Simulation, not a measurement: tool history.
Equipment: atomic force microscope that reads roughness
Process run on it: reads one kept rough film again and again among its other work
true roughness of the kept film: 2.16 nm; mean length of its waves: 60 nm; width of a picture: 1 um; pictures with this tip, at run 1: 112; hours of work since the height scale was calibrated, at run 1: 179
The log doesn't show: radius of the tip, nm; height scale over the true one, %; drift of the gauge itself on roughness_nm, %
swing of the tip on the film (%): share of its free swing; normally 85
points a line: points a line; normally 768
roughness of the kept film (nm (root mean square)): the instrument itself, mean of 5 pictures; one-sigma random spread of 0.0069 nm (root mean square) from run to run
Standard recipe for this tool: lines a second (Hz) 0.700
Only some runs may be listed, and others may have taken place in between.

run	hour	lines a second (Hz)	swing of the tip on the film (%)	points a line	pictures with this tip	hours of work since the height scale was calibrated	roughness of the kept film (nm (root mean square))
1	0.0	0.700	85	768	112	179	2.070
2	17.0	0.700	85	768	130	186	2.078
# hour 21.9: new tip fitted
3	34.0	0.700	85	768	12	193	2.079
4	46.2	0.700	85	768	25	198	2.083
5	66.5	0.700	85	768	47	206	2.077
6	88.7	0.700	82	768	70	215	2.082
7	99.9	0.700	82	768	82	220	2.081
8	122.9	0.700	82	768	106	229	2.084
9	144.8	0.700	82	768	129	239	2.074
# hour 151.3: new tip fitted
10	168.2	0.700	82	768	18	248	2.095
11	186.5	0.700	85	768	37	256	2.075
12	203.3	0.700	85	768	55	263	2.071
13	217.7	0.700	85	768	70	268	2.066
14	230.5	0.700	85	768	84	274	2.075
15	247.4	0.700	85	269	101	281	2.064
16	269.9	0.700	85	768	125	290	2.078
# hour 279.4: new tip fitted
17	282.6	0.700	85	768	3	295	2.083
18	298.7	0.700	85	768	20	302	2.072
19	321.1	0.700	85	768	43	311	2.080
20	334.4	0.758	85	768	57	317	2.073
21	347.8	0.553	60	622	72	322	2.117
22	371.1	0.553	60	622	96	332	2.120
23	392.9	1.130	84	622	119	341	2.055
# hour 407.8: new tip fitted
24	412.3	1.120	84	370	5	349	2.048
25	425.1	1.120	84	370	18	354	2.043
26	444.3	1.145	84	382	39	362	2.036
27	456.9	1.486	82	604	52	367	2.030
28	479.7	3.936	85	394	76	376	1.851
29	497.4	3.936	63	427	94	384	2.033
30	517.0	3.936	63	427	115	392	2.024
31	526.9	3.936	63	427	126	396	2.040
# hour 535.3: new tip fitted
32	548.6	1.802	77	843	14	405	2.037
33	569.4	1.802	77	843	36	413	2.040
34	588.5	1.029	85	608	56	421	2.056
35	605.7	0.700	85	603	74	428	2.084
36	625.1	0.700	89	583	94	436	2.067
37	647.8	0.700	80	583	118	446	2.094
# hour 663.7: new tip fitted
38	664.2	0.700	78	778	1	452	2.088
39	675.7	0.577	83	462	13	457	2.093

Describe how what the log doesn't record of the tool's condition differs between the last listed run preceding each entry between runs and the first listed run following it.
Between runs 2 and 3: new tip fitted (hour 21.9)
  radius of the tip, nm: 5.7 -> 5.1
Between runs 9 and 10: new tip fitted (hour 151.3)
  radius of the tip, nm: 5.7 -> 5.1
Between runs 16 and 17: new tip fitted (hour 279.4)
  radius of the tip, nm: 5.6 -> 5
Between runs 23 and 24: new tip fitted (hour 407.8)
  radius of the tip, nm: 5.6 -> 5
Between runs 31 and 32: new tip fitted (hour 535.3)
  radius of the tip, nm: 5.6 -> 5.1; height scale over the true one, %: -0.03 -> -0.04
Between runs 37 and 38: new tip fitted (hour 663.7)
  radius of the tip, nm: 5.6 -> 5
